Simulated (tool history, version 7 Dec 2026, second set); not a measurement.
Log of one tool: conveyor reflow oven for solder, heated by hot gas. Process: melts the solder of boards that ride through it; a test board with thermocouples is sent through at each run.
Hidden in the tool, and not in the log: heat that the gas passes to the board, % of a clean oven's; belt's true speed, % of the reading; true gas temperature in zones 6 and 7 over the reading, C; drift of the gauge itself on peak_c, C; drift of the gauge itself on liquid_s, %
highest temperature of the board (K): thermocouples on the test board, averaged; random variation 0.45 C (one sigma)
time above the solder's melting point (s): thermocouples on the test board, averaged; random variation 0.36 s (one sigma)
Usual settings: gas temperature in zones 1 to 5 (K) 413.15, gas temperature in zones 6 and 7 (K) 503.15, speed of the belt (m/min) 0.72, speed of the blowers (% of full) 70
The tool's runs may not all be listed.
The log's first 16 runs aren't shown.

| run | hour | gas temperature in zones 1 to 5 (K) | gas temperature in zones 6 and 7 (K) | speed of the belt (m/min) | speed of the blowers (% of full) | hours of work since the flux was cleaned out | hours of work since the belt drive was overhauled | hours of work since the thermocouples were changed | highest temperature of the board (K) | time above the solder's melting point (s) |
|---|---|---|---|---|---|---|---|---|---|---|
| 17 | 151.7 | 413.15 | 517.15 | 0.72 | 51 | 256 | 216 | 111 | 484.35 | 33.4 |
| 18 | 163 | 423.15 | 503.15 | 0.72 | 70 | 262 | 222 | 117 | 483.55 | 35.7 |
| 19 | 169.4 | 423.15 | 503.15 | 0.72 | 60 | 265 | 225 | 120 | 480.15 | 32.8 |
| 20 | 178.3 | 423.15 | 503.15 | 0.72 | 60 | 269 | 229 | 124 | 480.15 | 33 |
| 21 | 186 | 415.15 | 503.15 | 0.742 | 70 | 273 | 233 | 128 | 480.45 | 30.4 |
| 22 | 193.8 | 415.15 | 503.15 | 0.742 | 70 | 277 | 237 | 132 | 480.15 | 30.6 |
| 23 | 204.3 | 415.15 | 503.15 | 0.608 | 70 | 282 | 242 | 137 | 486.95 | 43.1 |
| 24 | 209.9 | 399.15 | 494.15 | 0.796 | 84 | 285 | 244 | 140 | 470.65 | 18.3 |
| 25 | 216.6 | 409.15 | 510.15 | 0.796 | 84 | 288 | 248 | 143 | 485.95 | 30.9 |
| 26 | 225.1 | 413.15 | 503.15 | 0.708 | 55 | 292 | 252 | 147 | 475.35 | 26.9 |
| 27 | 233.3 | 399.15 | 518.15 | 0.72 | 55 | 296 | 256 | 151 | 482.75 | 28.8 |
| 28 | 243.5 | 421.15 | 506.15 | 0.72 | 55 | 301 | 261 | 156 | 479.35 | 31.4 |
| 29 | 251.8 | 406.15 | 501.15 | 0.72 | 61 | 305 | 265 | 160 | 473.75 | 23.3 |
| 30 | 257.7 | 406.15 | 495.15 | 0.604 | 57 | 308 | 268 | 163 | 474.05 | 29.7 |

Forecast each of these 5 alternatives for the next run:
| A | 264 | 428.15 | 495.15 | 0.6 | 57 | 311 | 271 | 166 | ? | ? |
| B | 264 | 421.15 | 495.15 | 0.631 | 54 | 311 | 271 | 166 | ? | ? |
| C | 264 | 413.15 | 503.15 | 0.593 | 60 | 311 | 271 | 166 | ? | ? |
| D | 264 | 406.15 | 492.15 | 0.604 | 57 | 311 | 271 | 166 | ? | ? |
| E | 264 | 406.15 | 495.15 | 0.67 | 57 | 311 | 271 | 166 | ? | ? |

| run | highest temperature of the board (K) | time above the solder's melting point (s) |
|---|---|---|
| A | 479.35 | 42.4 |
| B | 475.95 | 33.5 |
| C | 484.65 | 41.5 |
| D | 472.15 | 26.9 |
| E | 470.15 | 21.8 |
Without the tool's hidden state the same runs would have given:
| run | highest temperature of the board (K) | time above the solder's melting point (s) |
|---|---|---|
| A | 481.65 | 44.8 |
| B | 478.45 | 36.4 |
| C | 487.55 | 44.1 |
| D | 474.95 | 30.5 |
| E | 473.35 | 25.6 |

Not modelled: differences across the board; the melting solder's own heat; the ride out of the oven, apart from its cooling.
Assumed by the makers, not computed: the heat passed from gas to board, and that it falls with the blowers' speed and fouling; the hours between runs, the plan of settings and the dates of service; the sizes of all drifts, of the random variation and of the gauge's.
